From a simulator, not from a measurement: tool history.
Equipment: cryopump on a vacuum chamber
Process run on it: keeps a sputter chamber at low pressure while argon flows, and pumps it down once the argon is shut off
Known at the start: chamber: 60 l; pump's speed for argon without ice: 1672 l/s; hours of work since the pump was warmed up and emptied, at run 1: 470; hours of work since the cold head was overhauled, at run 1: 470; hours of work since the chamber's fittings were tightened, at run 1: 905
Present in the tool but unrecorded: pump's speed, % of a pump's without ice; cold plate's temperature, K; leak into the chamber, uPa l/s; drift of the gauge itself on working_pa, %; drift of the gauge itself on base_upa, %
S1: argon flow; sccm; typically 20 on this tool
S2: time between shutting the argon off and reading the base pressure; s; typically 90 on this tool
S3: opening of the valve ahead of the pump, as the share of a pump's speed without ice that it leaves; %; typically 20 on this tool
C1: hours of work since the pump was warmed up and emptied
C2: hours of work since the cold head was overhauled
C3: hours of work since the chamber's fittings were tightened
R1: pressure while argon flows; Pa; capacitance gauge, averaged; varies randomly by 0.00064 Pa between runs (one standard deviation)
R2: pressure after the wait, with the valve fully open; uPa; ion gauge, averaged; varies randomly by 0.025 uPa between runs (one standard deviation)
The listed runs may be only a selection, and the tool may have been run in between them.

run 1 hour=0 | S1=20 S2=90 S3=20 | C1=470 C2=470 C3=905 | R1=0.1047 R2=1.46
run 2 hour=31.2 | S1=13 S2=90 S3=20 | C1=494 C2=494 C3=930 | R1=0.0677 R2=1.46
-- hour=85.1 pump warmed up, emptied and cooled again
run 3 hour=86 | S1=13 S2=90 S3=20 | C1=1 C2=533 C3=968 | R1=0.0662 R2=1.4
run 4 hour=123.6 | S1=13 S2=90 S3=20 | C1=30 C2=562 C3=997 | R1=0.0667 R2=1.45
run 5 hour=175.3 | S1=10 S2=90 S3=20 | C1=70 C2=602 C3=1037 | R1=0.0509 R2=1.45
run 6 hour=215.1 | S1=16 S2=90 S3=20 | C1=101 C2=633 C3=1068 | R1=0.0826 R2=1.48
run 7 hour=257.1 | S1=16 S2=90 S3=20 | C1=133 C2=665 C3=1101 | R1=0.0813 R2=1.47
run 8 hour=293.2 | S1=16 S2=90 S3=20 | C1=161 C2=693 C3=1129 | R1=0.0806 R2=1.51
run 9 hour=339.3 | S1=16 S2=90 S3=20 | C1=197 C2=729 C3=1164 | R1=0.0818 R2=1.56
run 10 hour=381.5 | S1=16 S2=90 S3=20 | C1=230 C2=762 C3=1197 | R1=0.0817 R2=1.5
run 11 hour=407.1 | S1=16 S2=90 S3=20 | C1=249 C2=781 C3=1217 | R1=0.0817 R2=1.54
run 12 hour=454.6 | S1=20 S2=22 S3=20 | C1=286 C2=818 C3=1254 | R1=0.1034 R2=4.12
run 13 hour=507.6 | S1=20 S2=90 S3=20 | C1=327 C2=859 C3=1295 | R1=0.1036 R2=1.56
run 14 hour=548 | S1=20 S2=90 S3=20 | C1=358 C2=891 C3=1326 | R1=0.1046 R2=1.6
run 15 hour=580.4 | S1=20 S2=90 S3=15 | C1=383 C2=916 C3=1351 | R1=0.1386 R2=1.65
run 16 hour=609.1 | S1=22 S2=90 S3=15 | C1=406 C2=938 C3=1373 | R1=0.1506 R2=1.65
run 17 hour=658.5 | S1=20 S2=90 S3=59 | C1=444 C2=976 C3=1412 | R1=0.037 R2=1.68
run 18 hour=686.3 | S1=20 S2=90 S3=59 | C1=466 C2=998 C3=1433 | R1=0.038 R2=1.65
run 19 hour=731.3 | S1=12 S2=32 S3=49 | C1=500 C2=1033 C3=1468 | R1=0.0263 R2=3.35
-- hour=775.7 pump warmed up, emptied and cooled again
run 20 hour=784.6 | S1=12 S2=32 S3=49 | C1=7 C2=1070 C3=1505 | R1=0.0245 R2=3.2
run 21 hour=808.1 | S1=12 S2=32 S3=49 | C1=25 C2=1088 C3=1523 | R1=0.0253 R2=3.25
run 22 hour=829.4 | S1=14 S2=114 S3=24 | C1=42 C2=1105 C3=1540 | R1=0.0583 R2=1.46
run 23 hour=878 | S1=12 S2=21 S3=37 | C1=79 C2=1142 C3=1578 | R1=0.0329 R2=4.5
run 24 hour=913.3 | S1=26 S2=77 S3=17 | C1=107 C2=1170 C3=1605 | R1=0.1567 R2=1.88
run 25 hour=961.3 | S1=26 S2=77 S3=17 | C1=144 C2=1207 C3=1642 | R1=0.1561 R2=1.88
run 26 hour=986.3 | S1=26 S2=77 S3=45 | C1=163 C2=1226 C3=1661 | R1=0.06 R2=1.89
run 27 hour=1031.4 | S1=26 S2=77 S3=45 | C1=198 C2=1261 C3=1696 | R1=0.0597 R2=1.88
run 28 hour=1081.1 | S1=26 S2=92 S3=54 | C1=237 C2=1300 C3=1735 | R1=0.0511 R2=1.76
run 29 hour=1120 | S1=20 S2=27 S3=30 | C1=267 C2=1330 C3=1765 | R1=0.0691 R2=3.85
run 30 hour=1164.2 | S1=20 S2=27 S3=30 | C1=301 C2=1364 C3=1799 | R1=0.0699 R2=3.76
run 31 hour=1196.9 | S1=20 S2=51 S3=31 | C1=326 C2=1389 C3=1825 | R1=0.068 R2=2.52

What differs in the tool's unlogged condition from the final listed run ahead of each entry between runs to the first listed run following it?
In the gap between runs 2 and 3: pump warmed up, emptied and cooled again (hour 85.1)
  pump's speed, % of a pump's without ice: 85.6 -> 99.9; cold plate's temperature, K: 12.36 -> 12.38; leak into the chamber, uPa l/s: 871 -> 896
  difference, measured minus the result without the unlogged condition, R1: +0.0023 -> +0.0001 Pa; R2: +0.43 -> +0.36 uPa
In the gap between runs 19 and 20: pump warmed up, emptied and cooled again (hour 775.7)
  pump's speed, % of a pump's without ice: 86.3 -> 99.4; cold plate's temperature, K: 12.66 -> 12.68; leak into the chamber, uPa l/s: 1211 -> 1234
  difference, measured minus the result without the unlogged condition, R1: +0.0021 -> +0.0003 Pa; R2: +0.68 -> +0.58 uPa
